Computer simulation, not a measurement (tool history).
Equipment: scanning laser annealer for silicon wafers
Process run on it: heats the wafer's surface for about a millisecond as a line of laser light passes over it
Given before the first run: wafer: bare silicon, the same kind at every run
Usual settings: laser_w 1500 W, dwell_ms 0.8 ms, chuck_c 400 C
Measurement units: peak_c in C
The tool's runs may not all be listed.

Run 1, day 0: usual settings. Result: peak_c 1122 C.
Run 2, day 0.95: usual settings. Result: peak_c 1122 C.
Run 3, day 1.571: usual settings. Result: peak_c 1122 C.
Run 4, day 2.517: usual settings. Result: peak_c 1121 C.
Run 5, day 3.108: usual settings. Result: peak_c 1120 C.
Run 6, day 3.867: usual settings. Result: peak_c 1120 C.
Run 7, day 4.346: usual settings but chuck_c 431 C. Result: peak_c 1151 C.
Run 8, day 4.783: usual settings. Result: peak_c 1119 C.
Run 9, day 5.229: usual settings. Result: peak_c 1121 C.
Run 10, day 5.975: usual settings. Result: peak_c 1120 C.
Run 11, day 6.446: usual settings. Result: peak_c 1120 C.
Run 12, day 7.008: usual settings. Result: peak_c 1119 C.
Run 13, day 7.625: usual settings. Result: peak_c 1119 C.
Run 14, day 8.575: usual settings. Result: peak_c 1117 C.
Run 15, day 9.25: usual settings but laser_w 1622 W. Result: peak_c 1180 C.
Run 16, day 9.817: usual settings but dwell_ms 0.622 ms. Result: peak_c 1024 C.
Run 17, day 10.625: usual settings but dwell_ms 0.622 ms. Result: peak_c 1023 C.
Run 18, day 11.271: usual settings but laser_w 1531 W, dwell_ms 0.622 ms. Result: peak_c 1037 C.
At day 11.608: optics aligned, line set to its width.
Run 19, day 12.379: usual settings. Result: peak_c 1128 C.
Run 20, day 13.346: usual settings. Result: peak_c 1125 C.
Run 21, day 14.125: usual settings but laser_w 1465 W, dwell_ms 0.97 ms, chuck_c 367 C. Result: peak_c 1155 C.
Run 22, day 14.658: usual settings but dwell_ms 0.746 ms, chuck_c 412 C. Result: peak_c 1109 C.
Run 23, day 15.567: usual settings but laser_w 1579 W, dwell_ms 0.861 ms, chuck_c 439 C. Result: peak_c 1238 C.
Run 24, day 16.004: usual settings but laser_w 1492 W, dwell_ms 0.861 ms, chuck_c 436 C. Result: peak_c 1187 C.
Run 25, day 16.942: usual settings but laser_w 1620 W, dwell_ms 0.851 ms, chuck_c 416 C. Result: peak_c 1231 C.
At day 17.138: laser's power meter calibrated.
Run 26, day 17.492: usual settings but laser_w 1620 W, dwell_ms 0.604 ms, chuck_c 425 C. Result: peak_c 1098 C.
Run 27, day 18.158: usual settings but laser_w 1397 W, dwell_ms 0.867 ms, chuck_c 422 C. Result: peak_c 1125 C.
Run 28, day 18.879: usual settings but laser_w 1484 W, dwell_ms 0.757 ms, chuck_c 435 C. Result: peak_c 1132 C.
At day 19.867: laser's power meter calibrated, once more.
Run 29, day 19.971: usual settings but laser_w 1555 W, dwell_ms 0.757 ms, chuck_c 367 C. Result: peak_c 1096 C.
Run 30, day 20.504: usual settings but chuck_c 386 C. Result: peak_c 1112 C.
Run 31, day 21.212: usual settings. Result: peak_c 1126 C.
Run 32, day 21.625: usual settings but laser_w 1647 W, dwell_ms 0.701 ms, chuck_c 437 C. Result: peak_c 1177 C.
Run 33, day 22.242: usual settings but laser_w 1486 W, dwell_ms 0.701 ms, chuck_c 373 C. Result: peak_c 1037 C.
Run 34, day 23.083: usual settings but laser_w 1502 W, dwell_ms 0.682 ms, chuck_c 373 C. Result: peak_c 1033 C.
Run 35, day 24.017: usual settings but laser_w 1502 W, dwell_ms 0.682 ms, chuck_c 373 C. Result: peak_c 1033 C.
Run 36, day 24.633: usual settings but laser_w 1578 W, chuck_c 418 C. Result: peak_c 1181 C.
Run 37, day 25.446: usual settings but laser_w 1578 W, chuck_c 418 C. Result: peak_c 1182 C.
Run 38, day 26.025: usual settings but laser_w 1578 W, chuck_c 418 C. Result: peak_c 1180 C.
Run 39, day 26.738: usual settings but laser_w 1578 W, chuck_c 418 C. Result: peak_c 1183 C.
Run 40, day 27.238: usual settings but laser_w 1561 W, dwell_ms 0.934 ms. Result: peak_c 1221 C.

Predict each of these 3 candidate next runs independently; none follows another, all start after run 40:
Run A, day 28.05: usual settings but laser_w 1467 W, dwell_ms 0.963 ms, chuck_c 430 C. Result: peak_c ?.
Run B, day 28.05: usual settings but laser_w 1561 W, dwell_ms 0.762 ms, chuck_c 422 C. Result: peak_c ?.
Run C, day 28.05: usual settings but laser_w 1561 W, dwell_ms 0.934 ms, chuck_c 391 C. Result: peak_c ?.

run  peak_c
  A    1211
  B    1153
  C    1212
Without the tool's unlogged condition, the same runs would have read:
run  peak_c
  A    1223
  B    1164
  C    1225

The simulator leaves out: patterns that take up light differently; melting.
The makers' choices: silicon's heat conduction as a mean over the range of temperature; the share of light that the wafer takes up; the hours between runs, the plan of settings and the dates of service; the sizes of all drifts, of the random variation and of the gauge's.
